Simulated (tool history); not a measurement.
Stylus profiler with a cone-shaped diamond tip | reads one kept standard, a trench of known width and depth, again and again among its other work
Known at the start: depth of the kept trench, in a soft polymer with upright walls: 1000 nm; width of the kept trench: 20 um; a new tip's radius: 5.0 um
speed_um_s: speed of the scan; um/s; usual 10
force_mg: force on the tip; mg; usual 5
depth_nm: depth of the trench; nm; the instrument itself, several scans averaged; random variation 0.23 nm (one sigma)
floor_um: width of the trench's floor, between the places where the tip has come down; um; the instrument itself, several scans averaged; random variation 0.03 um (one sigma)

Run 1, day 0: usual settings. Result: depth_nm 1026.34 nm, floor_um 13.97 um.
Run 2, day 2.754: usual settings. Result: depth_nm 1025.97 nm, floor_um 13.91 um.
Run 3, day 4.65: usual settings. Result: depth_nm 1026.06 nm, floor_um 13.99 um.
Run 4, day 6.838: usual settings. Result: depth_nm 1025.88 nm, floor_um 14.01 um.
Run 5, day 9.729: usual settings but speed_um_s 6 um/s. Result: depth_nm 1026.07 nm, floor_um 13.95 um.
Run 6, day 12.362: usual settings but speed_um_s 4 um/s. Result: depth_nm 1026.17 nm, floor_um 13.92 um.
Run 7, day 15.075: usual settings but force_mg 5.84 mg. Result: depth_nm 1028.91 nm, floor_um 13.96 um.
Run 8, day 17.925: usual settings but force_mg 2.06 mg. Result: depth_nm 1014.73 nm, floor_um 13.93 um.
Run 9, day 20.733: usual settings but force_mg 2.06 mg. Result: depth_nm 1014.65 nm, floor_um 13.93 um.
Run 10, day 23.646: usual settings but force_mg 2.06 mg. Result: depth_nm 1014.55 nm, floor_um 13.92 um.
Run 11, day 26.254: usual settings but force_mg 2.06 mg. Result: depth_nm 1014.63 nm, floor_um 13.96 um.
Run 12, day 27.779: usual settings but force_mg 2.06 mg. Result: depth_nm 1014.19 nm, floor_um 13.91 um.
Run 13, day 29.933: usual settings but force_mg 2.06 mg. Result: depth_nm 1014.6 nm, floor_um 13.94 um.
Run 14, day 32.804: usual settings but force_mg 2.06 mg. Result: depth_nm 1014.61 nm, floor_um 13.9 um.
Run 15, day 34.396: usual settings. Result: depth_nm 1026.26 nm, floor_um 13.97 um.
Run 16, day 35.821: usual settings. Result: depth_nm 1026.94 nm, floor_um 13.95 um.
Run 17, day 37.6: usual settings. Result: depth_nm 1026.19 nm, floor_um 13.9 um.
Run 18, day 40.004: usual settings but speed_um_s 9 um/s. Result: depth_nm 1026.17 nm, floor_um 13.87 um.
Run 19, day 41.508: usual settings but speed_um_s 9 um/s. Result: depth_nm 1025.96 nm, floor_um 13.94 um.
Run 20, day 44.346: usual settings but speed_um_s 6 um/s, force_mg 2.57 mg. Result: depth_nm 1016.86 nm, floor_um 13.93 um.
Run 21, day 46.592: usual settings but speed_um_s 6 um/s, force_mg 2.57 mg. Result: depth_nm 1016.84 nm, floor_um 13.92 um.
Run 22, day 47.892: usual settings but speed_um_s 15 um/s, force_mg 7.27 mg. Result: depth_nm 1034.17 nm, floor_um 13.93 um.
Run 23, day 49.517: usual settings but speed_um_s 3 um/s, force_mg 12.27 mg. Result: depth_nm 1048.03 nm, floor_um 13.93 um.
Run 24, day 50.717: usual settings but speed_um_s 3 um/s, force_mg 12.27 mg. Result: depth_nm 1047.97 nm, floor_um 14.02 um.
Run 25, day 52.412: usual settings but speed_um_s 15 um/s, force_mg 3.85 mg. Result: depth_nm 1022.11 nm, floor_um 13.94 um.
Run 26, day 53.725: usual settings but speed_um_s 31 um/s, force_mg 5.17 mg. Result: depth_nm 1027.31 nm, floor_um 13.8 um.
Run 27, day 55.85: usual settings but speed_um_s 31 um/s, force_mg 5.17 mg. Result: depth_nm 1027.11 nm, floor_um 13.88 um.
Run 28, day 57.233: usual settings but speed_um_s 4 um/s, force_mg 2.07 mg. Result: depth_nm 1014.68 nm, floor_um 13.96 um.
Run 29, day 60.042: usual settings but speed_um_s 4 um/s, force_mg 2.07 mg. Result: depth_nm 1014.49 nm, floor_um 13.94 um.
Run 30, day 62.121: usual settings but speed_um_s 17 um/s, force_mg 2.46 mg. Result: depth_nm 1016.21 nm, floor_um 13.85 um.
Run 31, day 63.908: usual settings but speed_um_s 2 um/s, force_mg 7.02 mg. Result: depth_nm 1033.14 nm, floor_um 13.99 um.
Run 32, day 66.158: usual settings but speed_um_s 3 um/s, force_mg 2.69 mg. Result: depth_nm 1017.22 nm, floor_um 13.99 um.
Run 33, day 67.679: usual settings but speed_um_s 2 um/s, force_mg 5.36 mg. Result: depth_nm 1027.37 nm, floor_um 14.01 um.
Run 34, day 69.296: usual settings but speed_um_s 29 um/s. Result: depth_nm 1026.23 nm, floor_um 13.82 um.
Run 35, day 70.992: usual settings but force_mg 3.99 mg. Result: depth_nm 1022.78 nm, floor_um 13.89 um.
Run 36, day 73.788: usual settings but speed_um_s 12 um/s, force_mg 3.99 mg. Result: depth_nm 1022.02 nm, floor_um 13.95 um.
Run 37, day 75.338: usual settings but speed_um_s 25 um/s, force_mg 4.41 mg. Result: depth_nm 1024.02 nm, floor_um 13.95 um.
Run 38, day 78.212: usual settings but speed_um_s 13 um/s, force_mg 2.71 mg. Result: depth_nm 1017.16 nm, floor_um 13.9 um.

Taken out of this log: 1 entry between the listed runs. Where each belongs, and how the hidden state differs across it:
Between runs 18 and 19: new tip fitted, height scale calibrated (day 40.267)
  radius of the tip, um: 5.02 -> 5; height scale over the true one, %: -0.002 -> 0
